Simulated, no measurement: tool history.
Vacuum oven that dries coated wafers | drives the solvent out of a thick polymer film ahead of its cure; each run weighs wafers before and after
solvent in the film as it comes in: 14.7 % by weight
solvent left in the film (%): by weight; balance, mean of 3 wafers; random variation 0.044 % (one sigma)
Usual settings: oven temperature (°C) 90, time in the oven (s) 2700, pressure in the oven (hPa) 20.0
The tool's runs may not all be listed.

run,hour,oven temperature (°C),time in the oven (s),pressure in the oven (hPa),solvent left in the film (%)
1,0.0,90,2700,20.0,2.61
2,10.0,90,2700,29.7,2.94
3,17.5,90,2700,29.7,2.91
4,31.0,90,2700,29.7,2.89
5,47.2,90,2700,20.0,2.59
6,56.7,90,2700,20.0,2.69
7,71.0,90,2700,20.0,2.63
8,86.5,81,2700,20.0,5.62
9,97.2,90,2700,65.3,4.14
10,106.5,90,2700,20.0,2.62
11,116.9,90,2700,20.0,2.76
12,131.7,90,2700,20.0,2.65
13,146.2,90,2700,20.0,2.64
14,153.9,90,2700,20.0,2.65
15,162.0,90,2700,20.0,2.64
16,176.5,90,2700,20.0,2.68
17,184.0,80,2700,20.0,6.02
18,197.8,90,2700,20.0,2.64
19,209.6,90,2700,20.0,2.61
20,218.6,90,2700,20.0,2.67
21,228.2,90,2700,20.0,2.68
22,240.9,76,2700,20.0,7.40
23,250.4,90,2700,41.0,3.40
24,265.8,90,2700,41.0,3.40
25,278.3,90,2700,41.0,3.37
26,291.8,90,3360,20.0,2.03
27,302.1,96,2700,12.9,1.14
28,317.4,96,2700,12.9,1.14
29,334.0,96,2700,12.9,1.12
30,344.6,96,2700,33.3,1.72
31,352.8,96,2940,33.3,1.61
32,363.6,96,2940,18.4,1.15
33,378.0,87,1680,12.4,5.31
34,389.7,87,1680,12.4,5.29
35,399.4,90,2940,46.2,3.30
36,411.3,88,1560,46.2,6.20
37,418.0,104,2700,18.4,0.55
38,432.8,104,2700,18.4,0.55
39,440.1,104,2700,18.4,0.55
40,454.9,104,2700,18.4,0.59
41,468.2,76,2700,11.2,7.04
42,474.9,82,3780,13.2,3.80
43,489.9,93,1920,26.2,3.22
44,504.6,98,1980,11.4,1.50
45,513.1,97,3480,19.9,0.91
46,521.0,98,1380,20.7,2.88

Hidden state or all else? Some run-to-run changes of solvent left in the film (%), split into what the settings, what came in and random variation would give without the hidden state, and what is left for the hidden state (with any gauge scatter that isn't in both results):
The hidden state here: true wafer temperature over the reading, C; true pressure over the reading, kPa; drift of the gauge itself on solvent_pct, %.
Run 21 -> 22: oven temperature (°C) 90 -> 76. solvent left in the film (%) +4.72: hidden state +0.04, all else +4.68.
Run 36 -> 37: oven temperature (°C) 88 -> 104, time in the oven (s) 1560 -> 2700, pressure in the oven (hPa) 46.2 -> 18.4. solvent left in the film (%) -5.65: hidden state -0.25, all else -5.40.
Run 40 -> 41: oven temperature (°C) 104 -> 76, pressure in the oven (hPa) 18.4 -> 11.2. solvent left in the film (%) +6.45: hidden state +0.26, all else +6.19.
Run 45 -> 46: oven temperature (°C) 97 -> 98, time in the oven (s) 3480 -> 1380, pressure in the oven (hPa) 19.9 -> 20.7. solvent left in the film (%) +1.97: hidden state +0.18, all else +1.79.

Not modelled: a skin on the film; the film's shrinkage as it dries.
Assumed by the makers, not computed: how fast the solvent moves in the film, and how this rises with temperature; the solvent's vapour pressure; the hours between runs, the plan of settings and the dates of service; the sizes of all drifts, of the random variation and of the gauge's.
